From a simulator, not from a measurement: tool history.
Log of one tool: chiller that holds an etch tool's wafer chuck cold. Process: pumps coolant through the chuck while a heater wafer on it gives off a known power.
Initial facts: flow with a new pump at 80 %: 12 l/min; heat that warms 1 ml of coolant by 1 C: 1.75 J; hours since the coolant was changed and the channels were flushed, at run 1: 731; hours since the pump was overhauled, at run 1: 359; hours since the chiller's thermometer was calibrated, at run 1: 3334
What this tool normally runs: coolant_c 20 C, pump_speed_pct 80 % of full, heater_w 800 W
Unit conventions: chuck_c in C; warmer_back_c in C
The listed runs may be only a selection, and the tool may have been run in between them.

run    hour  coolant_c  pump_speed_pct  heater_w  hours since the coolant was changed and the channels were flushed  hours since the pump was overhauled  hours since the chiller's thermometer was calibrated  chuck_c  warmer_back_c
  1       0         20              80       800                                                                731                                  359                                                  3334     25.7           2.29
  2    64.3         20              80       800                                                                795                                  423                                                  3398     25.7           2.32
  3   184.2         20              80       800                                                                915                                  543                                                  3518     25.8           2.26
      194.3  -- chiller's thermometer calibrated
  4   321.3         20              80       800                                                               1051                                  679                                                   127     25.7           2.31
  5   405.9         20              80       800                                                               1136                                  764                                                   212     25.9           2.29
  6   526.6         20              80       800                                                               1256                                  884                                                   332     25.8           2.41
  7   613.9         20              88       687                                                               1344                                  972                                                   420     24.7           1.88
  8   720.4         15              80      1167                                                               1450                                 1078                                                   526     23.6           3.45
  9     793         15              80      1167                                                               1523                                 1151                                                   599     23.6           3.43
 10   863.6         16              68       422                                                               1593                                 1221                                                   669     19.3           1.49
 11   950.8         16              68       422                                                               1681                                 1309                                                   756     19.6           1.54
 12  1037.4         16              83       647                                                               1767                                 1395                                                   843     20.7           1.95

What if the next run were any one of these 5? Each begins from the tool's condition after run 12:
  A  1164.6         18              97       402                                                               1894                                 1522                                                   970        ?              ?
  B  1164.6         16              84       647                                                               1894                                 1522                                                   970        ?              ?
  C  1164.6         20              61       800                                                               1894                                 1522                                                   970        ?              ?
  D  1164.6         20              61      1003                                                               1894                                 1522                                                   970        ?              ?
  E  1164.6         17              97       540                                                               1894                                 1522                                                   970        ?              ?

run  chuck_c  warmer_back_c
  A     20.5           1.08
  B     20.6           1.94
  C     27.3           3.16
  D     29.1           3.85
  E     20.5           1.48
What these runs would have given with no unlogged condition in the tool:
run  chuck_c  warmer_back_c
  A     20.5           0.93
  B     20.6           1.79
  C     27.3           3.01
  D       29            3.7
  E     20.5           1.33
